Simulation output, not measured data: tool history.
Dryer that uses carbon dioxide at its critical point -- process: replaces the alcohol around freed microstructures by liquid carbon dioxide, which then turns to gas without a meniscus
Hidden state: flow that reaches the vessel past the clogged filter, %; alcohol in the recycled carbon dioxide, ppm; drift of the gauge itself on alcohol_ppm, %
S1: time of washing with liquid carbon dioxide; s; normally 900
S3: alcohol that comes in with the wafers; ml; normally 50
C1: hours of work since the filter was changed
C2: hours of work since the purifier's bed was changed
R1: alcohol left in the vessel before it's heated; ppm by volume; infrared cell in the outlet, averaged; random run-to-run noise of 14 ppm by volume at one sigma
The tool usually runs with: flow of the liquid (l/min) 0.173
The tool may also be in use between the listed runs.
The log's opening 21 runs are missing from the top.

run 22 day=16.242 | S1=900 flow_of_the_liquid_(l/min)=0.114 S3=50 | C1=12 C2=489 | R1=4506
run 23 day=17.262 | S1=900 flow_of_the_liquid_(l/min)=0.114 S3=50 | C1=24 C2=501 | R1=4653
run 24 day=17.750 | S1=1140 flow_of_the_liquid_(l/min)=0.180 S3=70 | C1=29 C2=506 | R1=324
run 25 day=18.283 | S1=900 flow_of_the_liquid_(l/min)=0.282 S3=45 | C1=35 C2=512 | R1=82
run 26 day=19.304 | S1=900 flow_of_the_liquid_(l/min)=0.282 S3=45 | C1=47 C2=524 | R1=84
run 27 day=20.171 | S1=720 flow_of_the_liquid_(l/min)=0.139 S3=45 | C1=57 C2=534 | R1=4532
run 28 day=20.642 | S1=660 flow_of_the_liquid_(l/min)=0.118 S3=69 | C1=62 C2=539 | R1=13510
run 29 day=21.412 | S1=660 flow_of_the_liquid_(l/min)=0.118 S3=69 | C1=71 C2=548 | R1=14178
run 30 day=22.125 | S1=600 flow_of_the_liquid_(l/min)=0.173 S3=61 | C1=79 C2=556 | R1=5570
run 31 day=22.971 | S1=600 flow_of_the_liquid_(l/min)=0.173 S3=91 | C1=88 C2=565 | R1=8415
run 32 day=23.446 | S1=660 flow_of_the_liquid_(l/min)=0.173 S3=29 | C1=93 C2=570 | R1=2032
run 33 day=23.883 | S1=660 flow_of_the_liquid_(l/min)=0.173 S3=29 | C1=98 C2=575 | R1=2023
run 34 day=24.554 | S1=660 flow_of_the_liquid_(l/min)=0.173 S3=29 | C1=106 C2=583 | R1=2074
run 35 day=25.575 | S1=660 flow_of_the_liquid_(l/min)=0.173 S3=29 | C1=117 C2=594 | R1=2055
run 36 day=26.079 | S1=660 flow_of_the_liquid_(l/min)=0.173 S3=29 | C1=123 C2=600 | R1=2092
run 37 day=27.071 | S1=660 flow_of_the_liquid_(l/min)=0.128 S3=29 | C1=134 C2=611 | R1=4884
run 38 day=28.017 | S1=900 flow_of_the_liquid_(l/min)=0.147 S3=50 | C1=145 C2=622 | R1=2157
run 39 day=28.500 | S1=1260 flow_of_the_liquid_(l/min)=0.173 S3=50 | C1=150 C2=627 | R1=218
run 40 day=29.233 | S1=1380 flow_of_the_liquid_(l/min)=0.120 S3=105 | C1=159 C2=636 | R1=1817
run 41 day=30.183 | S1=1380 flow_of_the_liquid_(l/min)=0.120 S3=105 | C1=169 C2=646 | R1=1796
run 42 day=31.046 | S1=1380 flow_of_the_liquid_(l/min)=0.120 S3=105 | C1=179 C2=656 | R1=1848
run 43 day=31.875 | S1=1380 flow_of_the_liquid_(l/min)=0.120 S3=105 | C1=188 C2=665 | R1=1888
run 44 day=32.346 | S1=1380 flow_of_the_liquid_(l/min)=0.120 S3=105 | C1=194 C2=671 | R1=1915
run 45 day=33.100 | S1=1380 flow_of_the_liquid_(l/min)=0.120 S3=105 | C1=202 C2=679 | R1=1954
-- day=33.392 inlet filter changed
run 46 day=34.133 | S1=1200 flow_of_the_liquid_(l/min)=0.139 S3=50 | C1=8 C2=690 | R1=683

3 ways to go on from here, each from the tool as it stands after run 46. What would each give?
run A day=34.825 | S1=1200 flow_of_the_liquid_(l/min)=0.139 S3=34 | C1=16 C2=698 | R1=?
run B day=34.825 | S1=900 flow_of_the_liquid_(l/min)=0.152 S3=33 | C1=16 C2=698 | R1=?
run C day=34.825 | S1=900 flow_of_the_liquid_(l/min)=0.186 S3=91 | C1=16 C2=698 | R1=?

run=A R1=469
run=B R1=1071
run=C R1=1157
What these runs would have given with no unlogged condition in the tool:
run=A R1=412
run=B R1=997
run=C R1=1070
